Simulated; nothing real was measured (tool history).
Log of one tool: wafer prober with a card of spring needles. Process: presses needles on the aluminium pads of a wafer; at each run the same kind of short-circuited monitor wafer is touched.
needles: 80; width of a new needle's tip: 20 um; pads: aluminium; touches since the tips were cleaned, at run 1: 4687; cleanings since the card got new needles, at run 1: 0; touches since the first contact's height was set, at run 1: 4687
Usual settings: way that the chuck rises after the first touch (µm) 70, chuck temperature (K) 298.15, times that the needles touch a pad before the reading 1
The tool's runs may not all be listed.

run    day  way that the chuck rises after the first touch (µm)  chuck temperature (K)  times that the needles touch a pad before the reading  touches since the tips were cleaned  cleanings since the card got new needles  touches since the first contact's height was set  resistance of one needle with its contact and lead (mohm)  way that a needle slides on the pad (µm)
  1      0                                                   70                 298.15                                                      1                                 4687                                         0                                              4687                                                        162                                     12.99
     0.588  -- tips cleaned on abrasive film
  2  0.642                                                   70                 298.15                                                      1                                  265                                         1                                              7968                                                        157                                     13.04
  3  1.117                                                   70                 298.15                                                      1                                 2723                                         1                                             10426                                                        159                                     13.01
  4  1.929                                                   70                 298.15                                                      1                                 6899                                         1                                             14602                                                        156                                     13.06
     2.096  -- tips cleaned on abrasive film
  5  2.871                                                   70                 298.15                                                      1                                 3998                                         2                                             19449                                                        155                                     13.07
      3.55  -- tips cleaned on abrasive film
  6  3.929                                                   70                 298.15                                                      1                                 1964                                         3                                             24888                                                        156                                      13.1
  7    4.7                                                   70                 298.15                                                      1                                 5925                                         3                                             28849                                                        158                                     13.12
     5.008  -- tips cleaned on abrasive film
  8  5.304                                                   70                 298.15                                                      1                                 1515                                         4                                             31940                                                        157                                     13.11
  9  6.125                                                   70                 298.15                                                      1                                 5755                                         4                                             36180                                                        158                                     13.16
     6.546  -- tips cleaned on abrasive film
 10  6.604                                                   70                 298.15                                                      1                                  298                                         5                                             38622                                                        159                                     13.15
 11  7.238                                                   77                 298.15                                                      3                                 3579                                         5                                             41903                                                        156                                     14.53
 12  7.808                                                   67                 318.15                                                      1                                 6509                                         5                                             44833                                                        163                                     12.63
     8.062  -- tips cleaned on abrasive film
 13  8.429                                                   67                 387.15                                                      2                                 1878                                         6                                             48007                                                        176                                     12.62
 14  8.942                                                   67                 387.15                                                      2                                 4521                                         6                                             50650                                                        175                                     12.69
     9.542  -- tips cleaned on abrasive film
 15  9.908                                                   70                 348.15                                                      1                                 1898                                         7                                             55624                                                        168                                     13.24

4 ways to go on from here, each from the tool as it stands after run 15. What would each give?
  A  10.662                                                   62                 328.15                                                      3                                 5781                                         7                                             59507                                                          ?                                         ?
  B  10.662                                                   79                 348.15                                                      1                                 5781                                         7                                             59507                                                          ?                                         ?
  C  10.662                                                   51                 348.15                                                      1                                 5781                                         7                                             59507                                                          ?                                         ?
  D  10.662                                                   58                 390.15                                                      1                                 5781                                         7                                             59507                                                          ?                                         ?

run  resistance of one needle with its contact and lead (mohm)  way that a needle slides on the pad (µm)
  A                                                        170                                     11.74
  B                                                        165                                     14.96
  C                                                        177                                      9.67
  D                                                        182                                     11.02
Without the tool's hidden state the same runs would have given:
run  resistance of one needle with its contact and lead (mohm)  way that a needle slides on the pad (µm)
  A                                                        169                                     11.49
  B                                                        164                                     14.64
  C                                                        176                                      9.46
  D                                                        182                                     10.78

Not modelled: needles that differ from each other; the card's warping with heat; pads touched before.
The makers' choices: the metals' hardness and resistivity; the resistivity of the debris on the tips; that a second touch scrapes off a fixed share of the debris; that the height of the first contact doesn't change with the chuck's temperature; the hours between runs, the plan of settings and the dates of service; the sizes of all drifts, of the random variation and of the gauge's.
